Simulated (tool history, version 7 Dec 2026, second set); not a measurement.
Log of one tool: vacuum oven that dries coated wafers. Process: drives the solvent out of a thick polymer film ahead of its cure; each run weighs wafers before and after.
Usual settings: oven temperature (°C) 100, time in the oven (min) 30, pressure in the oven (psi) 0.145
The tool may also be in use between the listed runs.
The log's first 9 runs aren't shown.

Run 10, hour 292.0: usual settings. Result: solvent left in the film (%) 1.28.
Run 11, hour 320.6: usual settings. Result: solvent left in the film (%) 1.28.
Run 12, hour 365.5: usual settings. Result: solvent left in the film (%) 1.28.
Run 13, hour 402.2: usual settings but pressure in the oven (psi) 0.123. Result: solvent left in the film (%) 1.15.
Run 14, hour 430.6: usual settings but pressure in the oven (psi) 0.123. Result: solvent left in the film (%) 1.17.
Run 15, hour 475.6: usual settings but pressure in the oven (psi) 0.158. Result: solvent left in the film (%) 1.35.
Run 16, hour 498.4: usual settings but time in the oven (min) 36. Result: solvent left in the film (%) 1.06.
Run 17, hour 528.9: usual settings but time in the oven (min) 22, pressure in the oven (psi) 0.238. Result: solvent left in the film (%) 2.39.
Run 18, hour 570.9: usual settings but oven temperature (°C) 91, time in the oven (min) 22, pressure in the oven (psi) 0.263. Result: solvent left in the film (%) 4.15.
Run 19, hour 602.7: usual settings but oven temperature (°C) 89, time in the oven (min) 22, pressure in the oven (psi) 0.518. Result: solvent left in the film (%) 6.03.
Run 20, hour 628.1: usual settings but oven temperature (°C) 113, time in the oven (min) 22, pressure in the oven (psi) 0.286. Result: solvent left in the film (%) 1.19.
Run 21, hour 672.2: usual settings but oven temperature (°C) 113, time in the oven (min) 22, pressure in the oven (psi) 0.286. Result: solvent left in the film (%) 1.19.
Run 22, hour 701.0: usual settings but oven temperature (°C) 113, time in the oven (min) 22, pressure in the oven (psi) 0.286. Result: solvent left in the film (%) 1.20.
Run 23, hour 742.1: usual settings but oven temperature (°C) 113, time in the oven (min) 22, pressure in the oven (psi) 0.286. Result: solvent left in the film (%) 1.20.
Run 24, hour 764.3: usual settings but oven temperature (°C) 93, time in the oven (min) 22, pressure in the oven (psi) 0.286. Result: solvent left in the film (%) 3.84.
Run 25, hour 796.2: usual settings but oven temperature (°C) 93, time in the oven (min) 22, pressure in the oven (psi) 0.286. Result: solvent left in the film (%) 3.85.
Run 26, hour 826.1: usual settings but oven temperature (°C) 93, time in the oven (min) 22, pressure in the oven (psi) 0.286. Result: solvent left in the film (%) 3.82.
Run 27, hour 874.0: usual settings but oven temperature (°C) 106, time in the oven (min) 21, pressure in the oven (psi) 0.286. Result: solvent left in the film (%) 1.92.
Run 28, hour 915.3: usual settings but oven temperature (°C) 99, time in the oven (min) 17, pressure in the oven (psi) 0.177. Result: solvent left in the film (%) 3.19.
Run 29, hour 940.4: usual settings but oven temperature (°C) 96, time in the oven (min) 21, pressure in the oven (psi) 0.104. Result: solvent left in the film (%) 2.59.
Run 30, hour 966.5: usual settings but oven temperature (°C) 96, time in the oven (min) 21, pressure in the oven (psi) 0.104. Result: solvent left in the film (%) 2.58.
Run 31, hour 1003.2: usual settings but oven temperature (°C) 108, time in the oven (min) 21, pressure in the oven (psi) 0.328. Result: solvent left in the film (%) 1.84.

Forecast each of these 4 alternatives for the next run:
Run A, hour 1049.8: usual settings but time in the oven (min) 35. Result: solvent left in the film (%) ?.
Run B, hour 1049.8: usual settings but oven temperature (°C) 95, time in the oven (min) 21, pressure in the oven (psi) 0.328. Result: solvent left in the film (%) ?.
Run C, hour 1049.8: usual settings but oven temperature (°C) 92, time in the oven (min) 21, pressure in the oven (psi) 0.131. Result: solvent left in the film (%) ?.
Run D, hour 1049.8: usual settings but oven temperature (°C) 90. Result: solvent left in the film (%) ?.

run  solvent left in the film (%)
  A                          1.13
  B                          3.84
  C                          3.39
  D                          2.54
Without the tool's hidden state the same runs would have given:
run  solvent left in the film (%)
  A                          1.00
  B                          3.81
  C                          3.34
  D                          2.43

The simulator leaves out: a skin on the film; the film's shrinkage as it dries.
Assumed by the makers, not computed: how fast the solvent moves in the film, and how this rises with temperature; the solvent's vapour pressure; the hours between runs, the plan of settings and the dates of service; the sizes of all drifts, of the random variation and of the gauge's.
